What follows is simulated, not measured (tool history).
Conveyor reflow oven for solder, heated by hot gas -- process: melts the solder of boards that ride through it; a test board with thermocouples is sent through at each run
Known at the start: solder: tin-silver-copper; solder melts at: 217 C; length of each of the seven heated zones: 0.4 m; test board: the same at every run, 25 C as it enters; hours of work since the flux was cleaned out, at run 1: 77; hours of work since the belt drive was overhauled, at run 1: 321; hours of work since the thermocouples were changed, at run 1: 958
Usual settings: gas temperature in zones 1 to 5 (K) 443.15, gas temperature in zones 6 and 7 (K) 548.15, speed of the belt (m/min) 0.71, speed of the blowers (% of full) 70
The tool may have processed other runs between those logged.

run   hour  gas temperature in zones 1 to 5 (K)  gas temperature in zones 6 and 7 (K)  speed of the belt (m/min)  speed of the blowers (% of full)  hours of work since the flux was cleaned out  hours of work since the belt drive was overhauled  hours of work since the thermocouples were changed  highest temperature of the board (K)  time above the solder's melting point (s)
  1      0                               443.15                                548.15                       0.71                                70                                            77                                                321                                                 958                                532.95                                       54.1
  2    7.5                               443.15                                548.15                       0.71                                70                                            82                                                326                                                 963                                533.65                                       54.4
  3     17                               443.15                                548.15                       0.71                                70                                            88                                                332                                                 969                                533.55                                       53.8
  4   27.7                               443.15                                548.15                       0.71                                70                                            95                                                339                                                 976                                533.55                                       54.7
  5   41.1                               443.15                                548.15                       0.71                                89                                           103                                                348                                                 984                                536.35                                       56.3
  6   53.7                               443.15                                548.15                       0.71                                89                                           111                                                356                                                 992                                536.25                                       55.9
  7   63.3                               443.15                                548.15                       0.71                                89                                           118                                                362                                                 999                                536.35                                       56.7
  8   73.8                               443.15                                548.15                       0.71                                89                                           125                                                369                                                1006                                535.85                                       55.8
  9   82.3                               443.15                                548.15                       0.77                                70                                           130                                                375                                                1011                                530.15                                       48.2
 10   89.2                               443.15                                548.15                       0.77                                70                                           135                                                379                                                1016                                530.55                                       48.1
 11  103.4                               443.15                                548.15                       0.77                                70                                           144                                                388                                                1025                                530.95                                         48
 12    119                               443.15                                548.15                       0.71                                70                                           154                                                398                                                1035                                533.05                                       54.2
     124.8  -- flux residue cleaned out of gas plates and filters
 13  130.8                               443.15                                544.15                       0.71                                70                                             4                                                403                                                1039                                530.65                                       52.7
 14  143.8                               443.15                                544.15                       0.71                                70                                            12                                                411                                                1048                                531.05                                       52.8
 15  155.7                               443.15                                548.15                       0.71                                70                                            20                                                419                                                1055                                534.25                                       54.5
     164.7  -- thermocouples of zones 6 and 7 changed
 16  170.8                               443.15                                548.15                       0.71                                56                                            29                                                427                                                   4                                529.35                                       51.8
 17  180.3                               443.15                                548.15                       0.71                                56                                            35                                                433                                                  10                                529.85                                       51.9
 18  195.4                               443.15                                557.15                      0.843                                60                                            44                                                443                                                  20                                530.05                                       43.1
 19  206.1                               432.15                                553.15                       0.71                                70                                            51                                                450                                                  27                                534.75                                       51.9
 20  216.8                               443.15                                540.15                       0.71                                70                                            58                                                457                                                  34                                525.05                                       49.2
 21  230.2                               443.15                                540.15                       0.71                                70                                            67                                                466                                                  42                                524.55                                         49
 22  243.1                               438.15                                553.15                      0.735                                90                                            75                                                474                                                  51                                537.15                                       52.8
 23  258.1                               443.15                                549.15                      0.735                                53                                            85                                                484                                                  60                                527.65                                       48.7
 24  270.2                               443.15                                549.15                      0.735                                53                                            93                                                492                                                  68                                527.15                                       48.6
 25    280                               451.15                                551.15                      0.801                                75                                            99                                                498                                                  75                                532.45                                       49.7
 26  288.4                               451.15                                551.15                      0.801                                75                                           105                                                503                                                  80                                532.35                                         49
 27  295.7                               451.15                                551.15                      0.801                                75                                           109                                                508                                                  85                                532.55                                       49.8
 28  303.1                               451.15                                551.15                      0.801                                75                                           114                                                513                                                  90                                531.95                                       49.3
 29    312                               451.15                                551.15                      0.801                                75                                           120                                                519                                                  95                                531.55                                       49.9
 30  318.5                               430.15                                539.15                      0.592                                66                                           124                                                523                                                 100                                526.75                                       57.8
 31  333.6                               433.15                                554.15                      0.834                                69                                           134                                                533                                                 109                                527.55                                       40.5

Predict each of these 3 candidate next runs independently; none follows another, all start after run 31:
  A  343.2                               443.15                                548.15                       0.71                                59                                           140                                                539                                                 116                                     ?                                          ?
  B  343.2                               437.15                                554.15                      0.835                                69                                           140                                                539                                                 116                                     ?                                          ?
  C  343.2                               433.15                                554.15                      0.649                                63                                           140                                                539                                                 116                                     ?                                          ?

run  highest temperature of the board (K)  time above the solder's melting point (s)
  A                                529.05                                       51.8
  B                                528.75                                       41.7
  C                                536.65                                       58.6
What these runs would have given with no unlogged condition in the tool:
run  highest temperature of the board (K)  time above the solder's melting point (s)
  A                                529.75                                       51.9
  B                                529.95                                       42.1
  C                                537.35                                       58.6

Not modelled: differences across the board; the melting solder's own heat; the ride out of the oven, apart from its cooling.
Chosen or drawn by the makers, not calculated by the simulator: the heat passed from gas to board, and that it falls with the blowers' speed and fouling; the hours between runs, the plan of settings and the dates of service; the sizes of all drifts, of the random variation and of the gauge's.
